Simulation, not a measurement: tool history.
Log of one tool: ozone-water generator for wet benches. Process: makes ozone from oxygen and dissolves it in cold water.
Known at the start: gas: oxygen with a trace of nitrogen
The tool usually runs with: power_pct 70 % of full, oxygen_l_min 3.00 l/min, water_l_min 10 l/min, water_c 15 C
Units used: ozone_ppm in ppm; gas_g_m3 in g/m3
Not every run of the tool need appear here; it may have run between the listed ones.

run    hour  power_pct  oxygen_l_min  water_l_min  water_c  ozone_ppm  gas_g_m3
  1     0.0         70          3.00           10       15       26.3     204.3
  2   127.5         70          3.00           10       15       26.1     207.1
  3   211.1         70          3.00           10       15       26.7     206.7
  4   278.9         70          3.00           10       15       26.2     205.7
  5   365.6         70          3.00            7       15       32.9     207.2
  6   525.0         70          3.00            7       15       33.0     205.5
  7   604.2         56          3.00            7       15       28.6     175.6
  8   735.6         56          3.00            7       15       27.9     175.2
  9   891.2         56          3.00            7       15       28.4     174.7
 10   966.4         56          3.00            7       15       28.3     176.4
 11  1072.2         56          3.00            7       15       27.9     177.3
 12  1170.8         56          3.00            7       15       28.2     178.3
 13  1301.8         56          3.00            7       15       28.3     177.0
 14  1435.6         70          3.00            8       15       30.2     207.8
 15  1515.2         70          3.00            8       15       30.5     206.7
 16  1593.5         54          3.00           10       15       22.1     173.1
 17  1725.3         54          3.00           10       15       22.0     172.7
 18  1871.5         70          3.00            9       15       28.4     208.4
 19  2015.8         70          3.00           12       15       23.3     208.8
     2153.3  -- water thermometer calibrated
 20  2167.9         70          2.38           10       11       27.9     238.9
 21  2256.4         70          2.24            7       11       35.9     245.5
 22  2409.0         70          2.24            7       11       36.1     247.9
 23  2475.8         70          2.24            7       11       36.2     246.7
 24  2566.4         59          3.00            6       16       31.3     187.7
 25  2677.8         73          1.86            7       15       35.3     286.1
 26  2837.7         70          3.06            6       15       35.6     208.7
 27  2921.3         70          3.06            6       15       36.0     206.7
 28  3001.3         70          3.06            6       15       35.6     206.4
 29  3100.8         77          1.97           10       15       28.0     286.5
 30  3245.0         77          1.97           10       15       28.0     287.2
 31  3371.5         77          1.97           10       15       28.3     287.2
 32  3446.6         82          3.52           13       21       22.6     213.9

Pick out some run-to-run changes in gas_g_m3. Of each, how much would a tool without hidden state show as well, from the settings, what came in and chance, and how much is left for the hidden state and any gauge scatter not in both results compared?
The tool's hidden condition here consists of: yield of the discharge, % of new electrodes'; contactor's efficiency, % of a clean one's; true water temperature over the reading, C; drift of the gauge itself on ozone_ppm, %; drift of the gauge itself on gas_g_m3, %.
Run 24 -> 25: power_pct 59 -> 73, oxygen_l_min 3.00 -> 1.86, water_l_min 6 -> 7, water_c 16 -> 15. gas_g_m3 +98.4 g/m3: hidden state +1.7, all else +96.7.
Run 25 -> 26: power_pct 73 -> 70, oxygen_l_min 1.86 -> 3.06, water_l_min 7 -> 6. gas_g_m3 -77.4 g/m3: hidden state -1.1, all else -76.3.
Run 28 -> 29: power_pct 70 -> 77, oxygen_l_min 3.06 -> 1.97, water_l_min 6 -> 10. gas_g_m3 +80.1 g/m3: hidden state +1.5, all else +78.6.
Run 31 -> 32: power_pct 77 -> 82, oxygen_l_min 1.97 -> 3.52, water_l_min 10 -> 13, water_c 15 -> 21. gas_g_m3 -73.3 g/m3: hidden state -1.4, all else -71.9.
